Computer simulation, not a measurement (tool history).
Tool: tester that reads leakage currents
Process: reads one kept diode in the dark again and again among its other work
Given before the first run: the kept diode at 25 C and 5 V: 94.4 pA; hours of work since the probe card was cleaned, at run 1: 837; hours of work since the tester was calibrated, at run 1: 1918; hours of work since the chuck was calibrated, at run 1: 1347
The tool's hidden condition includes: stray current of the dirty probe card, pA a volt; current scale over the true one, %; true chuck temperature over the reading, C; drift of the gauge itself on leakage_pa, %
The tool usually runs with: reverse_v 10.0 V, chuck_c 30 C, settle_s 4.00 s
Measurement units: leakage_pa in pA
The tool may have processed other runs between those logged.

| run | day | reverse_v | chuck_c | settle_s | hours of work since the probe card was cleaned | hours of work since the tester was calibrated | hours of work since the chuck was calibrated | leakage_pa |
|---|---|---|---|---|---|---|---|---|
| 1 | 0.000 | 10.0 | 30 | 4.00 | 837 | 1918 | 1347 | 214.71 |
| 2 | 4.733 | 2.8 | 30 | 4.00 | 900 | 1981 | 1410 | 137.25 |
| 3 | 8.621 | 2.8 | 30 | 4.00 | 951 | 2033 | 1462 | 137.82 |
| 4 | 11.583 | 10.0 | 30 | 4.00 | 990 | 2072 | 1501 | 216.35 |
| 5 | 15.108 | 10.0 | 30 | 4.00 | 1037 | 2119 | 1548 | 217.39 |
| 6 | 19.029 | 10.0 | 30 | 2.54 | 1089 | 2171 | 1600 | 220.17 |
| 7 | 22.954 | 10.0 | 30 | 4.00 | 1141 | 2223 | 1652 | 220.39 |
| 8 | 27.612 | 4.1 | 30 | 4.00 | 1203 | 2284 | 1714 | 159.32 |
| 9 | 32.296 | 4.1 | 30 | 3.29 | 1265 | 2347 | 1776 | 160.13 |
| 10 | 36.783 | 10.0 | 30 | 4.00 | 1325 | 2406 | 1835 | 223.81 |
| 11 | 41.546 | 10.0 | 30 | 4.00 | 1388 | 2469 | 1898 | 223.62 |
| 12 | 44.725 | 10.0 | 30 | 4.00 | 1430 | 2511 | 1940 | 226.35 |
| 13 | 46.950 | 10.0 | 30 | 0.94 | 1459 | 2541 | 1970 | 228.41 |
| 14 | 49.633 | 10.0 | 30 | 4.00 | 1495 | 2576 | 2006 | 227.43 |
| 15 | 51.958 | 10.0 | 46 | 4.00 | 1526 | 2607 | 2036 | 889.56 |
|  | 56.125 | chuck's temperature calibrated |
| 16 | 56.125 | 10.0 | 44 | 4.00 | 1580 | 2661 | 0 | 659.00 |
| 17 | 59.071 | 10.0 | 44 | 4.00 | 1619 | 2700 | 39 | 650.36 |
| 18 | 61.808 | 10.0 | 30 | 4.00 | 1655 | 2737 | 75 | 196.76 |
| 19 | 64.083 | 10.0 | 30 | 4.00 | 1686 | 2767 | 106 | 197.57 |
| 20 | 68.146 | 10.0 | 30 | 4.00 | 1739 | 2821 | 159 | 198.09 |
| 21 | 70.192 | 5.2 | 33 | 0.47 | 1767 | 2848 | 187 | 206.48 |
| 22 | 74.342 | 3.2 | 27 | 0.47 | 1822 | 2903 | 242 | 101.24 |
| 23 | 77.758 | 1.8 | 34 | 5.34 | 1867 | 2948 | 287 | 152.34 |
| 24 | 81.767 | 1.8 | 34 | 5.34 | 1920 | 3001 | 340 | 154.05 |
| 25 | 84.908 | 1.8 | 34 | 5.34 | 1962 | 3043 | 382 | 154.38 |
| 26 | 89.304 | 8.3 | 33 | 5.34 | 2020 | 3101 | 440 | 246.96 |
| 27 | 92.171 | 8.2 | 30 | 2.68 | 2058 | 3139 | 478 | 190.02 |
| 28 | 95.554 | 1.7 | 32 | 0.36 | 2103 | 3184 | 523 | 128.85 |
| 29 | 98.367 | 10.0 | 43 | 4.00 | 2140 | 3222 | 560 | 625.40 |
| 30 | 102.058 | 7.6 | 52 | 7.58 | 2189 | 3271 | 609 | 1181.30 |
| 31 | 106.833 | 7.6 | 52 | 7.58 | 2253 | 3334 | 673 | 1185.99 |
| 32 | 110.092 | 1.1 | 22 | 4.00 | 2296 | 3377 | 716 | 44.19 |
|  | 111.792 | probe card cleaned and baked |
| 33 | 113.600 | 5.9 | 21 | 4.00 | 24 | 3422 | 761 | 70.45 |
| 34 | 117.367 | 10.0 | 30 | 0.33 | 74 | 3472 | 811 | 206.66 |
| 35 | 120.254 | 10.0 | 52 | 4.00 | 112 | 3510 | 849 | 1311.66 |

Consider 5 possible next runs. They are alternatives, not a sequence: every one starts from the tool as it was left by run 35. What does each give?
| A | 122.779 | 4.3 | 30 | 4.00 | 146 | 3544 | 882 | ? |
| B | 122.779 | 10.0 | 30 | 1.82 | 146 | 3544 | 882 | ? |
| C | 122.779 | 4.9 | 52 | 4.00 | 146 | 3544 | 882 | ? |
| D | 122.779 | 10.0 | 50 | 0.86 | 146 | 3544 | 882 | ? |
| E | 122.779 | 1.8 | 44 | 9.23 | 146 | 3544 | 882 | ? |

| run | leakage_pa |
|---|---|
| A | 148.33 |
| B | 201.15 |
| C | 1026.91 |
| D | 1121.71 |
| E | 374.26 |
With the hidden condition removed and each run's random variation left untouched, the same runs would have given:
| run | leakage_pa |
|---|---|
| A | 143.42 |
| B | 194.29 |
| C | 1002.35 |
| D | 1094.02 |
| E | 364.32 |
